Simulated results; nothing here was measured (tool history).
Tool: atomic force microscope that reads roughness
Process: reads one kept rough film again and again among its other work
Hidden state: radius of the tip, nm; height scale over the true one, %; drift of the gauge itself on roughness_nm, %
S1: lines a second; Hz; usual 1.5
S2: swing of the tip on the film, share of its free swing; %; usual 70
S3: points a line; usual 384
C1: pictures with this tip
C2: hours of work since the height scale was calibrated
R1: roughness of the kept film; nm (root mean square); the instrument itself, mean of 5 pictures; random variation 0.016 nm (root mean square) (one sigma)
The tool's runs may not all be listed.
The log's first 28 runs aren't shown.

Run 29, hour 325.1: usual settings but S1 0.74 Hz, S2 68 %, S3 976; C1 89; C2 411. Result: R1 3.291 nm (root mean square).
Run 30, hour 338.2: usual settings but S2 69 %, S3 444; C1 104; C2 418. Result: R1 3.101 nm (root mean square).
Run 31, hour 353.1: usual settings but S1 3.46 Hz, S2 69 %, S3 293; C1 121; C2 426. Result: R1 2.837 nm (root mean square).
Run 32, hour 362.3: usual settings but S1 0.63 Hz, S2 58 %; C1 131; C2 431. Result: R1 3.094 nm (root mean square).
Run 33, hour 373.1: usual settings but S1 3.93 Hz, S2 73 %, S3 747; C1 143; C2 437. Result: R1 2.687 nm (root mean square).
Run 34, hour 382.4: usual settings but S2 66 %, S3 619; C1 154; C2 442. Result: R1 2.939 nm (root mean square).
Run 35, hour 393.5: usual settings but S1 0.72 Hz, S2 83 %; C1 167; C2 447. Result: R1 2.825 nm (root mean square).
Run 36, hour 405: usual settings but S1 2.95 Hz, S2 56 %, S3 723; C1 180; C2 454. Result: R1 2.805 nm (root mean square).
Run 37, hour 415.3: usual settings but S1 2.18 Hz, S2 78 %; C1 192; C2 459. Result: R1 2.55 nm (root mean square).
Run 38, hour 429.2: usual settings but S1 2.18 Hz, S2 78 %; C1 208; C2 467. Result: R1 2.483 nm (root mean square).
Run 39, hour 445: usual settings but S1 3.42 Hz, S2 78 %, S3 867; C1 226; C2 475. Result: R1 2.324 nm (root mean square).
Run 40, hour 452.6: usual settings but S1 0.87 Hz, S2 60 %, S3 310; C1 235; C2 479. Result: R1 2.645 nm (root mean square).

Run 41 comes next. What will it give?
Run 41, hour 460.7: usual settings but S1 1.27 Hz, S3 554; C1 244; C2 484. Result: R1 ?.

R1: 2.56 nm (root mean square)
Without the tool's hidden state the same run would have given R1 3.892 nm (root mean square).
